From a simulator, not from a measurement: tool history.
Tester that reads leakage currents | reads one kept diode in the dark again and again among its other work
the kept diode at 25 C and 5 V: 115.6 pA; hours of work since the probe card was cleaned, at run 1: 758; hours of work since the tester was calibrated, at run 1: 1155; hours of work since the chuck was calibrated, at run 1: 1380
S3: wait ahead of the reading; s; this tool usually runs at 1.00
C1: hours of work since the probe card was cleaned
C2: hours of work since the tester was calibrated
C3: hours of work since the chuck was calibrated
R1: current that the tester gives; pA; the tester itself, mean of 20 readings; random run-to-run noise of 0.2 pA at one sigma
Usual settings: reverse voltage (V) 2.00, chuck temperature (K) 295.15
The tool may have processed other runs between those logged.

run 1 hour=0.0 | reverse_voltage_(V)=2.00 chuck_temperature_(K)=295.15 S3=1.00 | C1=758 C2=1155 C3=1380 | R1=67.15
run 2 hour=41.3 | reverse_voltage_(V)=2.00 chuck_temperature_(K)=311.15 S3=1.00 | C1=791 C2=1188 C3=1412 | R1=274.24
run 3 hour=97.6 | reverse_voltage_(V)=2.00 chuck_temperature_(K)=295.15 S3=6.16 | C1=835 C2=1232 C3=1457 | R1=66.44
run 4 hour=158.5 | reverse_voltage_(V)=2.00 chuck_temperature_(K)=295.15 S3=6.16 | C1=883 C2=1280 C3=1505 | R1=66.88
run 5 hour=195.3 | reverse_voltage_(V)=2.00 chuck_temperature_(K)=295.15 S3=6.16 | C1=912 C2=1309 C3=1534 | R1=67.23
run 6 hour=261.6 | reverse_voltage_(V)=2.00 chuck_temperature_(K)=295.15 S3=6.16 | C1=965 C2=1362 C3=1586 | R1=67.12
run 7 hour=290.4 | reverse_voltage_(V)=2.00 chuck_temperature_(K)=295.15 S3=0.45 | C1=987 C2=1384 C3=1609 | R1=68.81
run 8 hour=356.2 | reverse_voltage_(V)=2.00 chuck_temperature_(K)=295.15 S3=0.45 | C1=1039 C2=1436 C3=1661 | R1=68.93
run 9 hour=401.6 | reverse_voltage_(V)=3.11 chuck_temperature_(K)=295.15 S3=1.00 | C1=1075 C2=1472 C3=1697 | R1=80.61
run 10 hour=456.0 | reverse_voltage_(V)=3.11 chuck_temperature_(K)=295.15 S3=1.00 | C1=1118 C2=1515 C3=1740 | R1=81.03
-- hour=501.2 chuck's temperature calibrated
run 11 hour=515.9 | reverse_voltage_(V)=3.11 chuck_temperature_(K)=295.15 S3=1.00 | C1=1164 C2=1561 C3=12 | R1=76.29
run 12 hour=545.8 | reverse_voltage_(V)=11.40 chuck_temperature_(K)=295.15 S3=1.00 | C1=1187 C2=1584 C3=35 | R1=129.26
run 13 hour=584.3 | reverse_voltage_(V)=2.00 chuck_temperature_(K)=319.15 S3=0.52 | C1=1218 C2=1615 C3=66 | R1=511.28
run 14 hour=634.8 | reverse_voltage_(V)=2.00 chuck_temperature_(K)=319.15 S3=0.52 | C1=1258 C2=1655 C3=105 | R1=509.39
run 15 hour=700.4 | reverse_voltage_(V)=2.00 chuck_temperature_(K)=319.15 S3=0.52 | C1=1309 C2=1706 C3=157 | R1=514.44
run 16 hour=769.2 | reverse_voltage_(V)=2.00 chuck_temperature_(K)=319.15 S3=0.52 | C1=1364 C2=1761 C3=211 | R1=510.65
run 17 hour=811.5 | reverse_voltage_(V)=2.00 chuck_temperature_(K)=319.15 S3=0.52 | C1=1397 C2=1794 C3=245 | R1=516.48
run 18 hour=869.0 | reverse_voltage_(V)=2.00 chuck_temperature_(K)=319.15 S3=0.52 | C1=1442 C2=1839 C3=290 | R1=516.22
-- hour=895.0 probe card cleaned and baked
run 19 hour=941.7 | reverse_voltage_(V)=6.40 chuck_temperature_(K)=299.15 S3=0.78 | C1=37 C2=1894 C3=345 | R1=144.53
run 20 hour=972.5 | reverse_voltage_(V)=6.40 chuck_temperature_(K)=299.15 S3=0.78 | C1=61 C2=1919 C3=370 | R1=143.63
run 21 hour=1032.8 | reverse_voltage_(V)=9.03 chuck_temperature_(K)=325.15 S3=0.49 | C1=109 C2=1966 C3=417 | R1=1437.16
run 22 hour=1102.9 | reverse_voltage_(V)=9.03 chuck_temperature_(K)=325.15 S3=0.49 | C1=164 C2=2021 C3=472 | R1=1444.26
run 23 hour=1156.5 | reverse_voltage_(V)=9.03 chuck_temperature_(K)=325.15 S3=0.49 | C1=206 C2=2064 C3=515 | R1=1434.44

Forecast each of these 5 alternatives for the next run:
run A hour=1185.8 | reverse_voltage_(V)=9.03 chuck_temperature_(K)=309.15 S3=0.49 | C1=229 C2=2087 C3=538 | R1=?
run B hour=1185.8 | reverse_voltage_(V)=1.71 chuck_temperature_(K)=317.15 S3=0.36 | C1=229 C2=2087 C3=538 | R1=?
run C hour=1185.8 | reverse_voltage_(V)=2.77 chuck_temperature_(K)=295.15 S3=0.81 | C1=229 C2=2087 C3=538 | R1=?
run D hour=1185.8 | reverse_voltage_(V)=5.51 chuck_temperature_(K)=295.15 S3=1.00 | C1=229 C2=2087 C3=538 | R1=?
run E hour=1185.8 | reverse_voltage_(V)=4.14 chuck_temperature_(K)=326.15 S3=1.23 | C1=229 C2=2087 C3=538 | R1=?

run=A R1=397.51
run=B R1=418.01
run=C R1=73.26
run=D R1=95.16
run=E R1=1166.35
With no hidden state in the tool, these same runs would have given:
run=A R1=388.08
run=B R1=409.60
run=C R1=71.17
run=D R1=92.22
run=E R1=1144.77

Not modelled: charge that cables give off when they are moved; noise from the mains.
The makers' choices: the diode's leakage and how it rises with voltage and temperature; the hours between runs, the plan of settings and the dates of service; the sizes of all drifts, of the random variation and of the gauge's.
